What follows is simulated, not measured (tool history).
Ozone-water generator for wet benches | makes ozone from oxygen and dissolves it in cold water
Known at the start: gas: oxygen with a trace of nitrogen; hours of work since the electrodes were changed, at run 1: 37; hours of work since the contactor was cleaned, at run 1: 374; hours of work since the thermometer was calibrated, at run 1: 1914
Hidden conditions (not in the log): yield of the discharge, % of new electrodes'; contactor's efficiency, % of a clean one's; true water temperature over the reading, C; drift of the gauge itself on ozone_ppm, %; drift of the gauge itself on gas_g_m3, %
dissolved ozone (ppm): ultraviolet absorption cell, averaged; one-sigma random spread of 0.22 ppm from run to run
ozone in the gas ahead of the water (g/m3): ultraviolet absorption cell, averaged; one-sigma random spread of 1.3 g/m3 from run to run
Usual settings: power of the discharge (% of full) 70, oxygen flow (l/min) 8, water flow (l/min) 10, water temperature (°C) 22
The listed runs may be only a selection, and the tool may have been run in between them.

| run | hour | power of the discharge (% of full) | oxygen flow (l/min) | water flow (l/min) | water temperature (°C) | hours of work since the electrodes were changed | hours of work since the contactor was cleaned | hours of work since the thermometer was calibrated | dissolved ozone (ppm) | ozone in the gas ahead of the water (g/m3) |
|---|---|---|---|---|---|---|---|---|---|---|
| 1 | 0 | 70 | 8 | 10 | 22 | 37 | 374 | 1914 | 32.2 | 234.9 |
| 2 | 43.2 | 70 | 8 | 10 | 22 | 72 | 409 | 1949 | 31.8 | 234.1 |
| 3 | 79 | 44 | 8 | 10 | 22 | 101 | 438 | 1977 | 21.4 | 155.2 |
| 4 | 123.3 | 44 | 8 | 10 | 22 | 136 | 473 | 2013 | 21.3 | 156.4 |
| 5 | 165.6 | 66 | 8 | 10 | 22 | 170 | 507 | 2047 | 30.7 | 221 |
| 6 | 202.8 | 66 | 8 | 10 | 22 | 200 | 537 | 2077 | 30.2 | 223.2 |
| 7 | 232.2 | 66 | 8 | 10 | 28 | 224 | 561 | 2100 | 26.1 | 219.3 |
| 8 | 259 | 70 | 4.51 | 15 | 19 | 245 | 582 | 2122 | 29.8 | 324.8 |
| 9 | 282.1 | 92 | 4.2 | 8 | 22 | 264 | 601 | 2140 | 53.2 | 426.4 |
| 10 | 308.5 | 70 | 8.4 | 11 | 21 | 285 | 622 | 2161 | 30.6 | 226.5 |
| 11 | 348.1 | 70 | 8.4 | 11 | 21 | 317 | 654 | 2193 | 30.6 | 223.7 |
| 12 | 366.8 | 70 | 8.4 | 11 | 21 | 332 | 669 | 2208 | 30.7 | 225 |

5 options for the next run, each taken on its own from the tool as it stands now. Forecast them:
| A | 403.5 | 98 | 6.31 | 12 | 21 | 361 | 698 | 2238 | ? | ? |
| B | 403.5 | 48 | 13.72 | 10 | 22 | 361 | 698 | 2238 | ? | ? |
| C | 403.5 | 71 | 8 | 12 | 16 | 361 | 698 | 2238 | ? | ? |
| D | 403.5 | 70 | 10.95 | 7 | 21 | 361 | 698 | 2238 | ? | ? |
| E | 403.5 | 70 | 8.4 | 15 | 21 | 361 | 698 | 2238 | ? | ? |

| run | dissolved ozone (ppm) | ozone in the gas ahead of the water (g/m3) |
|---|---|---|
| A | 41.8 | 356.7 |
| B | 18.9 | 122.1 |
| C | 33.4 | 234 |
| D | 33.3 | 192.2 |
| E | 26 | 225 |
With no hidden state in the tool, these same runs would have given:
| run | dissolved ozone (ppm) | ozone in the gas ahead of the water (g/m3) |
|---|---|---|
| A | 43.8 | 364.5 |
| B | 19.5 | 123.5 |
| C | 34.8 | 238 |
| D | 34.6 | 195.4 |
| E | 27.1 | 228.8 |
